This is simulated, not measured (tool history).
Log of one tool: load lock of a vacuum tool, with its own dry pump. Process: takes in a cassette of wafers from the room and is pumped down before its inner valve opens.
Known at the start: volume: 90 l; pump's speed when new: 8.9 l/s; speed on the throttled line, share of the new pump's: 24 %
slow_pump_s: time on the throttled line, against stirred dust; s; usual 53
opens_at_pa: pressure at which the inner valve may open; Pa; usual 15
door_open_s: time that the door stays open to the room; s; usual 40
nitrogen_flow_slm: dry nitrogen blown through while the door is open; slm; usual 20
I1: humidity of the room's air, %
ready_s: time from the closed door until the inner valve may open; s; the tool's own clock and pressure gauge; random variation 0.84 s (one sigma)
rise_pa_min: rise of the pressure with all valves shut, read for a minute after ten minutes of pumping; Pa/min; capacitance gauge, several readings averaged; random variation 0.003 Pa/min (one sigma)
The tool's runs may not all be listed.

run 1 hour=0 | slow_pump_s=53 opens_at_pa=15 door_open_s=40 nitrogen_flow_slm=20 | I1=45.5 | ready_s=137.4 rise_pa_min=0.023
run 2 hour=85.9 | slow_pump_s=53 opens_at_pa=15 door_open_s=40 nitrogen_flow_slm=20 | I1=43.8 | ready_s=136.2 rise_pa_min=0.019
run 3 hour=162.4 | slow_pump_s=53 opens_at_pa=15 door_open_s=40 nitrogen_flow_slm=20 | I1=48.7 | ready_s=137.2 rise_pa_min=0.018
run 4 hour=234 | slow_pump_s=53 opens_at_pa=15 door_open_s=40 nitrogen_flow_slm=20 | I1=44.9 | ready_s=137.3 rise_pa_min=0.022
run 5 hour=341.4 | slow_pump_s=53 opens_at_pa=28 door_open_s=40 nitrogen_flow_slm=20 | I1=43.9 | ready_s=129.4 rise_pa_min=0.026
run 6 hour=401.2 | slow_pump_s=53 opens_at_pa=28 door_open_s=40 nitrogen_flow_slm=20 | I1=43.5 | ready_s=130.4 rise_pa_min=0.023
run 7 hour=480.8 | slow_pump_s=53 opens_at_pa=20 door_open_s=40 nitrogen_flow_slm=20 | I1=43.3 | ready_s=134.2 rise_pa_min=0.022
run 8 hour=544.8 | slow_pump_s=53 opens_at_pa=15 door_open_s=40 nitrogen_flow_slm=20 | I1=45.5 | ready_s=136.5 rise_pa_min=0.025
run 9 hour=598.5 | slow_pump_s=53 opens_at_pa=15 door_open_s=40 nitrogen_flow_slm=20 | I1=42.7 | ready_s=137.1 rise_pa_min=0.027
run 10 hour=676.7 | slow_pump_s=53 opens_at_pa=15 door_open_s=40 nitrogen_flow_slm=20 | I1=45.1 | ready_s=135.8 rise_pa_min=0.02
run 11 hour=730.4 | slow_pump_s=53 opens_at_pa=15 door_open_s=40 nitrogen_flow_slm=20 | I1=44.1 | ready_s=137.5 rise_pa_min=0.024
run 12 hour=862.1 | slow_pump_s=92 opens_at_pa=12 door_open_s=86 nitrogen_flow_slm=4 | I1=46.1 | ready_s=168.3 rise_pa_min=0.046
run 13 hour=922.5 | slow_pump_s=53 opens_at_pa=12 door_open_s=171 nitrogen_flow_slm=20 | I1=42 | ready_s=139.6 rise_pa_min=0.04
run 14 hour=980.1 | slow_pump_s=53 opens_at_pa=12 door_open_s=171 nitrogen_flow_slm=20 | I1=48.9 | ready_s=139.7 rise_pa_min=0.041
run 15 hour=1083.7 | slow_pump_s=53 opens_at_pa=12 door_open_s=171 nitrogen_flow_slm=20 | I1=41.9 | ready_s=140.8 rise_pa_min=0.043
run 16 hour=1155.7 | slow_pump_s=53 opens_at_pa=12 door_open_s=171 nitrogen_flow_slm=20 | I1=41.3 | ready_s=141.2 rise_pa_min=0.044
run 17 hour=1216.5 | slow_pump_s=99 opens_at_pa=26 door_open_s=114 nitrogen_flow_slm=8 | I1=46.9 | ready_s=165.6 rise_pa_min=0.053
run 18 hour=1332.8 | slow_pump_s=56 opens_at_pa=23 door_open_s=36 nitrogen_flow_slm=6 | I1=43.3 | ready_s=135.1 rise_pa_min=0.034
run 19 hour=1414 | slow_pump_s=53 opens_at_pa=15 door_open_s=108 nitrogen_flow_slm=5 | I1=42.6 | ready_s=137.7 rise_pa_min=0.05
run 20 hour=1507.6 | slow_pump_s=53 opens_at_pa=15 door_open_s=108 nitrogen_flow_slm=5 | I1=46 | ready_s=137.8 rise_pa_min=0.056
run 21 hour=1638.8 | slow_pump_s=53 opens_at_pa=15 door_open_s=108 nitrogen_flow_slm=5 | I1=40.4 | ready_s=138.3 rise_pa_min=0.055
run 22 hour=1753.1 | slow_pump_s=53 opens_at_pa=15 door_open_s=108 nitrogen_flow_slm=5 | I1=43.7 | ready_s=138.1 rise_pa_min=0.058

3 ways to go on from here, each from the tool as it stands after run 22. What would each give?
run A hour=1846.7 | slow_pump_s=60 opens_at_pa=15 door_open_s=29 nitrogen_flow_slm=20 | I1=48.9 | ready_s=? rise_pa_min=?
run B hour=1846.7 | slow_pump_s=53 opens_at_pa=11 door_open_s=28 nitrogen_flow_slm=13 | I1=46.9 | ready_s=? rise_pa_min=?
run C hour=1846.7 | slow_pump_s=70 opens_at_pa=15 door_open_s=40 nitrogen_flow_slm=20 | I1=44.7 | ready_s=? rise_pa_min=?

run=A ready_s=145.6 rise_pa_min=0.034
run=B ready_s=143 rise_pa_min=0.041
run=C ready_s=151.1 rise_pa_min=0.035
Without the tool's hidden state the same runs would have given:
run=A ready_s=136.8 rise_pa_min=0.012
run=B ready_s=133.5 rise_pa_min=0.018
run=C ready_s=142.6 rise_pa_min=0.012
